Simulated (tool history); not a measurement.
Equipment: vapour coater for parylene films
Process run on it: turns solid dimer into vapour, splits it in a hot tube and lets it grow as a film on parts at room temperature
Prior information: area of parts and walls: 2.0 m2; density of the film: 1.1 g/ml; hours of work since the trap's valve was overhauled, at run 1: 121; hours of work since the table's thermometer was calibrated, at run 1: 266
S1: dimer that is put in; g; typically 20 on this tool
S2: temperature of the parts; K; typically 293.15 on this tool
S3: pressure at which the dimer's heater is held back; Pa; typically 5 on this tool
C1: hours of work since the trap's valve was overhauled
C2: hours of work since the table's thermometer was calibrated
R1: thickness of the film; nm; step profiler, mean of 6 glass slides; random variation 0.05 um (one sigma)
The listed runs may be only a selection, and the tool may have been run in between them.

| run | hour | S1 | S2 | S3 | C1 | C2 | R1 |
|---|---|---|---|---|---|---|---|
| 1 | 0 | 20 | 293.15 | 5 | 121 | 266 | 5470 |
| 2 | 27.5 | 20 | 293.15 | 5 | 136 | 281 | 5540 |
| 3 | 52.5 | 20 | 293.15 | 5 | 149 | 294 | 5420 |
| 4 | 75 | 20 | 293.15 | 5 | 161 | 306 | 5420 |
| 5 | 99.6 | 20 | 293.15 | 4.87 | 174 | 319 | 5390 |
| 6 | 135.7 | 20 | 293.15 | 4.87 | 194 | 338 | 5340 |
| 7 | 151.5 | 20 | 293.15 | 4.87 | 202 | 347 | 5340 |
| 8 | 178.4 | 20 | 293.15 | 4.87 | 217 | 361 | 5320 |
| 9 | 209 | 20 | 293.15 | 4.87 | 233 | 378 | 5330 |
| 10 | 223.6 | 20 | 293.15 | 3.69 | 241 | 385 | 5550 |
| 11 | 249.8 | 20 | 293.15 | 5 | 255 | 399 | 5200 |
| 12 | 276.4 | 20 | 293.15 | 5 | 269 | 414 | 5210 |
| 13 | 297.1 | 20 | 291.15 | 5 | 280 | 425 | 5480 |
| 14 | 318.8 | 20 | 291.15 | 5 | 292 | 436 | 5620 |
| 15 | 341.5 | 29 | 291.15 | 5 | 304 | 449 | 8130 |
| 16 | 372.6 | 29 | 292.15 | 5 | 321 | 465 | 7780 |
| 17 | 394.2 | 20 | 293.15 | 2.55 | 332 | 477 | 5760 |
|  | 400.2 | trap's valve overhauled |
| 18 | 416.8 | 20 | 293.15 | 2.55 | 9 | 487 | 6450 |
| 19 | 450.7 | 20 | 293.15 | 2.55 | 27 | 505 | 6350 |
| 20 | 470.1 | 27 | 298.15 | 11.26 | 37 | 515 | 5630 |
| 21 | 503.5 | 35 | 298.15 | 7.65 | 55 | 533 | 7710 |
| 22 | 526.3 | 10 | 291.15 | 2.97 | 67 | 545 | 3330 |
| 23 | 562.1 | 10 | 288.15 | 8.41 | 87 | 564 | 3090 |
| 24 | 583.1 | 15 | 295.15 | 2.31 | 98 | 576 | 4460 |
| 25 | 614.5 | 15 | 295.15 | 2.31 | 115 | 593 | 4470 |
| 26 | 644 | 15 | 295.15 | 2.31 | 130 | 608 | 4370 |
| 27 | 662.3 | 20 | 293.15 | 7.28 | 140 | 618 | 5210 |

3 ways to go on from here, each from the tool as it stands after run 27. What would each give?
| A | 690.1 | 29 | 292.15 | 10.16 | 155 | 633 | ? |
| B | 690.1 | 20 | 302.15 | 2.91 | 155 | 633 | ? |
| C | 690.1 | 13 | 292.15 | 11.71 | 155 | 633 | ? |

| run | R1 |
|---|---|
| A | 7310 |
| B | 4340 |
| C | 3200 |
Take away the tool's hidden state, keep each run's random variation, and the runs would have read:
| run | R1 |
|---|---|
| A | 7670 |
| B | 4550 |
| C | 3360 |

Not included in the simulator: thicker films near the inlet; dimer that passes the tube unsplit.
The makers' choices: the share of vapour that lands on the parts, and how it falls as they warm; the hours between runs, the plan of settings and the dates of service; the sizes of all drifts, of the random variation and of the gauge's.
